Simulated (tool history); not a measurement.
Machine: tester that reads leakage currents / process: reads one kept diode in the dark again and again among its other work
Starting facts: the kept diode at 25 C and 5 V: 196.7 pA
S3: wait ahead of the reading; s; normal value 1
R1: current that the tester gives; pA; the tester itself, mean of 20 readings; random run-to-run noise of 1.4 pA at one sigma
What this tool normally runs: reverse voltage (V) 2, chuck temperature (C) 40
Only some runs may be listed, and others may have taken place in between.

run 1 hour=0 | reverse_voltage_(V)=2 chuck_temperature_(C)=40 S3=1 | R1=402.69
run 2 hour=19.5 | reverse_voltage_(V)=2 chuck_temperature_(C)=40 S3=1 | R1=403.86
run 3 hour=39.7 | reverse_voltage_(V)=2 chuck_temperature_(C)=40 S3=1 | R1=404.43
run 4 hour=74.4 | reverse_voltage_(V)=2 chuck_temperature_(C)=40 S3=1 | R1=400.65
run 5 hour=104 | reverse_voltage_(V)=1.39 chuck_temperature_(C)=40 S3=1 | R1=329.27
run 6 hour=127.4 | reverse_voltage_(V)=2 chuck_temperature_(C)=40 S3=1 | R1=399.48
run 7 hour=156.6 | reverse_voltage_(V)=2 chuck_temperature_(C)=40 S3=1 | R1=398.18
run 8 hour=176.8 | reverse_voltage_(V)=2 chuck_temperature_(C)=40 S3=1 | R1=395.8
run 9 hour=197.2 | reverse_voltage_(V)=2 chuck_temperature_(C)=40 S3=1 | R1=395.38
run 10 hour=226.8 | reverse_voltage_(V)=1.3 chuck_temperature_(C)=40 S3=1 | R1=312.4
run 11 hour=242.8 | reverse_voltage_(V)=2 chuck_temperature_(C)=40 S3=1 | R1=395.19
run 12 hour=266.7 | reverse_voltage_(V)=2 chuck_temperature_(C)=40 S3=1 | R1=395.78
run 13 hour=289.1 | reverse_voltage_(V)=2 chuck_temperature_(C)=22 S3=4.83 | R1=74.08
run 14 hour=324.2 | reverse_voltage_(V)=11 chuck_temperature_(C)=27 S3=4.83 | R1=304.93
run 15 hour=341.3 | reverse_voltage_(V)=11 chuck_temperature_(C)=27 S3=4.83 | R1=304.18
run 16 hour=366.2 | reverse_voltage_(V)=2.97 chuck_temperature_(C)=39 S3=1.04 | R1=443.65
run 17 hour=396.5 | reverse_voltage_(V)=2.52 chuck_temperature_(C)=59 S3=1.04 | R1=2120.25
run 18 hour=416.9 | reverse_voltage_(V)=2.52 chuck_temperature_(C)=59 S3=1.04 | R1=2118.67
run 19 hour=435.6 | reverse_voltage_(V)=2.52 chuck_temperature_(C)=59 S3=1.04 | R1=2124.79
run 20 hour=468 | reverse_voltage_(V)=19.9 chuck_temperature_(C)=42 S3=4.15 | R1=1628.76
run 21 hour=489.2 | reverse_voltage_(V)=19.9 chuck_temperature_(C)=42 S3=4.15 | R1=1617.19
run 22 hour=525.9 | reverse_voltage_(V)=2.63 chuck_temperature_(C)=40 S3=4.12 | R1=448.32

Consider 5 possible next runs. They are alternatives, not a sequence: every one starts from the tool as it was left by run 22. What does each give?
run A hour=561.5 | reverse_voltage_(V)=2.63 chuck_temperature_(C)=34 S3=4.12 | R1=?
run B hour=561.5 | reverse_voltage_(V)=1.39 chuck_temperature_(C)=51 S3=9.49 | R1=?
run C hour=561.5 | reverse_voltage_(V)=4.95 chuck_temperature_(C)=37 S3=0.36 | R1=?
run D hour=561.5 | reverse_voltage_(V)=2 chuck_temperature_(C)=40 S3=7.96 | R1=?
run E hour=561.5 | reverse_voltage_(V)=13.32 chuck_temperature_(C)=33 S3=1.82 | R1=?

run=A R1=260.7
run=B R1=799.53
run=C R1=487.96
run=D R1=385.01
run=E R1=576.24
Without the tool's unlogged condition, the same runs would have read:
run=A R1=319.24
run=B R1=961.44
run=C R1=594.49
run=D R1=468.64
run=E R1=702.73
